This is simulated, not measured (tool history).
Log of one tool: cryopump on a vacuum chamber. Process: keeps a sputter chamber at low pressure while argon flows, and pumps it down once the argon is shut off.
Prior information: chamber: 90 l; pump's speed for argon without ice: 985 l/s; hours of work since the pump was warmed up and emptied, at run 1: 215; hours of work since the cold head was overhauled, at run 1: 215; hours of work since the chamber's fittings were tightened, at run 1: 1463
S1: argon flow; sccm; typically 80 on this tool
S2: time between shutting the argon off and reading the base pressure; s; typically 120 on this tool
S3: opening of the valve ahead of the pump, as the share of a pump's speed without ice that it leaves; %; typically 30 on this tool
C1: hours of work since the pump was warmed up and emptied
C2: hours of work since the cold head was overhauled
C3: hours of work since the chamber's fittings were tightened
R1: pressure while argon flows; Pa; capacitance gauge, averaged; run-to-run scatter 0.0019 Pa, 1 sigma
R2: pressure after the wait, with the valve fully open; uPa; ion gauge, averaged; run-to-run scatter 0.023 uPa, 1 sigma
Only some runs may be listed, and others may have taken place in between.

run 1 day=0 | S1=80 S2=120 S3=30 | C1=215 C2=215 C3=1463 | R1=0.4661 R2=2.58
run 2 day=0.562 | S1=80 S2=120 S3=30 | C1=222 C2=222 C3=1470 | R1=0.4652 R2=2.72
run 3 day=0.946 | S1=63 S2=120 S3=30 | C1=227 C2=227 C3=1475 | R1=0.3672 R2=2.67
run 4 day=1.3 | S1=63 S2=120 S3=30 | C1=232 C2=232 C3=1480 | R1=0.3653 R2=2.61
run 5 day=1.779 | S1=63 S2=120 S3=30 | C1=238 C2=238 C3=1486 | R1=0.3668 R2=2.7
run 6 day=2.304 | S1=63 S2=120 S3=30 | C1=245 C2=245 C3=1493 | R1=0.3675 R2=2.77
run 7 day=2.833 | S1=80 S2=120 S3=30 | C1=253 C2=253 C3=1500 | R1=0.4631 R2=2.72
run 8 day=3.504 | S1=80 S2=120 S3=30 | C1=261 C2=261 C3=1509 | R1=0.4711 R2=2.73
run 9 day=4.175 | S1=80 S2=120 S3=30 | C1=270 C2=270 C3=1518 | R1=0.4673 R2=2.81
run 10 day=4.833 | S1=80 S2=120 S3=30 | C1=279 C2=279 C3=1527 | R1=0.4654 R2=2.79
run 11 day=5.246 | S1=80 S2=120 S3=30 | C1=284 C2=284 C3=1532 | R1=0.4668 R2=2.75
run 12 day=5.812 | S1=80 S2=120 S3=30 | C1=292 C2=292 C3=1540 | R1=0.4618 R2=2.88
run 13 day=6.388 | S1=80 S2=120 S3=30 | C1=300 C2=300 C3=1547 | R1=0.4689 R2=2.89
run 14 day=6.912 | S1=68 S2=233 S3=15 | C1=307 C2=307 C3=1554 | R1=0.7884 R2=2.69
run 15 day=7.396 | S1=68 S2=233 S3=15 | C1=313 C2=313 C3=1561 | R1=0.7859 R2=2.63
run 16 day=7.971 | S1=79 S2=154 S3=50 | C1=321 C2=321 C3=1568 | R1=0.2816 R2=2.71
run 17 day=8.571 | S1=79 S2=154 S3=50 | C1=329 C2=329 C3=1576 | R1=0.2813 R2=2.79
run 18 day=9.071 | S1=44 S2=36 S3=21 | C1=335 C2=335 C3=1583 | R1=0.3659 R2=4.1
run 19 day=9.667 | S1=39 S2=36 S3=51 | C1=343 C2=343 C3=1591 | R1=0.1357 R2=4.03
run 20 day=10.354 | S1=37 S2=32 S3=38 | C1=352 C2=352 C3=1600 | R1=0.1726 R2=4.3
run 21 day=10.812 | S1=37 S2=32 S3=38 | C1=358 C2=358 C3=1606 | R1=0.1718 R2=4.25
run 22 day=11.421 | S1=80 S2=120 S3=27 | C1=366 C2=366 C3=1614 | R1=0.5171 R2=2.87
run 23 day=12.104 | S1=80 S2=120 S3=50 | C1=376 C2=376 C3=1623 | R1=0.287 R2=3.05
run 24 day=12.804 | S1=80 S2=120 S3=50 | C1=385 C2=385 C3=1633 | R1=0.2829 R2=2.97
run 25 day=13.546 | S1=69 S2=28 S3=31 | C1=395 C2=395 C3=1642 | R1=0.3937 R2=4.57
run 26 day=14.238 | S1=69 S2=28 S3=31 | C1=404 C2=404 C3=1652 | R1=0.3896 R2=4.53

Hidden state or all else? Some run-to-run changes of R1, split into what the settings, what came in and random variation would give without the hidden state, and what is left for the hidden state (with any gauge scatter that isn't in both results):
What the log doesn't record here: pump's speed, % of a pump's without ice; cold plate's temperature, K; leak into the chamber, uPa l/s; drift of the gauge itself on working_pa, %; drift of the gauge itself on base_upa, %.
Run 15 -> 16: S1 68 -> 79, S2 233 -> 154, S3 15 -> 50. R1 -0.5043 Pa: hidden state +0.0015, all else -0.5058.
Run 17 -> 18: S1 79 -> 44, S2 154 -> 36, S3 50 -> 21. R1 +0.0846 Pa: hidden state -0.0045, all else +0.0891.
Run 21 -> 22: S1 37 -> 80, S2 32 -> 120, S3 38 -> 27. R1 +0.3453 Pa: hidden state +0.0063, all else +0.339.
